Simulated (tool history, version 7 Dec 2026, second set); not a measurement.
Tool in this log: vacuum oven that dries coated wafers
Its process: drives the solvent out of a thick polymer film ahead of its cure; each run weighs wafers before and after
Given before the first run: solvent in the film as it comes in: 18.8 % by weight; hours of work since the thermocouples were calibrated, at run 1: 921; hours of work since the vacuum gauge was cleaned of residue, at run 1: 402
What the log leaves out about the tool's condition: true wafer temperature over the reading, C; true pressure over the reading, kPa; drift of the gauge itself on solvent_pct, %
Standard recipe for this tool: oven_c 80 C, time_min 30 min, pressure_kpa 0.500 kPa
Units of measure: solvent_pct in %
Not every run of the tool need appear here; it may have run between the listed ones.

| run | hour | oven_c | time_min | pressure_kpa | hours of work since the thermocouples were calibrated | hours of work since the vacuum gauge was cleaned of residue | solvent_pct |
|---|---|---|---|---|---|---|---|
| 1 | 0.0 | 80 | 30 | 0.500 | 921 | 402 | 0.79 |
| 2 | 22.9 | 80 | 30 | 0.670 | 935 | 416 | 0.91 |
| 3 | 67.5 | 80 | 30 | 0.670 | 963 | 445 | 0.90 |
| 4 | 96.4 | 80 | 30 | 0.670 | 982 | 463 | 0.95 |
| 5 | 143.6 | 80 | 30 | 0.670 | 1011 | 493 | 0.83 |
| 6 | 189.4 | 76 | 30 | 0.670 | 1040 | 522 | 1.51 |
| 7 | 241.2 | 76 | 42 | 0.670 | 1073 | 555 | 0.90 |
| 8 | 275.3 | 76 | 42 | 0.670 | 1095 | 576 | 0.90 |
| 9 | 314.5 | 76 | 31 | 0.726 | 1120 | 601 | 1.52 |
| 10 | 363.4 | 76 | 31 | 0.726 | 1151 | 632 | 1.51 |
| 11 | 392.8 | 80 | 42 | 1.688 | 1169 | 651 | 1.15 |
| 12 | 438.7 | 87 | 21 | 0.861 | 1198 | 680 | 0.75 |
| 13 | 488.4 | 87 | 21 | 0.861 | 1230 | 711 | 0.75 |
| 14 | 543.9 | 87 | 21 | 0.861 | 1265 | 746 | 0.72 |
| 15 | 582.8 | 73 | 24 | 1.561 | 1289 | 771 | 3.67 |

Here are 4 independent what-if runs from the current tool condition. What would each one return?
| A | 630.3 | 80 | 24 | 1.561 | 1319 | 801 | ? |
| B | 630.3 | 88 | 24 | 0.408 | 1319 | 801 | ? |
| C | 630.3 | 68 | 36 | 1.143 | 1319 | 801 | ? |
| D | 630.3 | 65 | 26 | 0.838 | 1319 | 801 | ? |

| run | solvent_pct |
|---|---|
| A | 1.78 |
| B | 0.41 |
| C | 3.45 |
| D | 5.95 |
With the hidden condition removed and each run's random variation left untouched, the same runs would have given:
| run | solvent_pct |
|---|---|
| A | 2.01 |
| B | 0.38 |
| C | 3.88 |
| D | 6.52 |
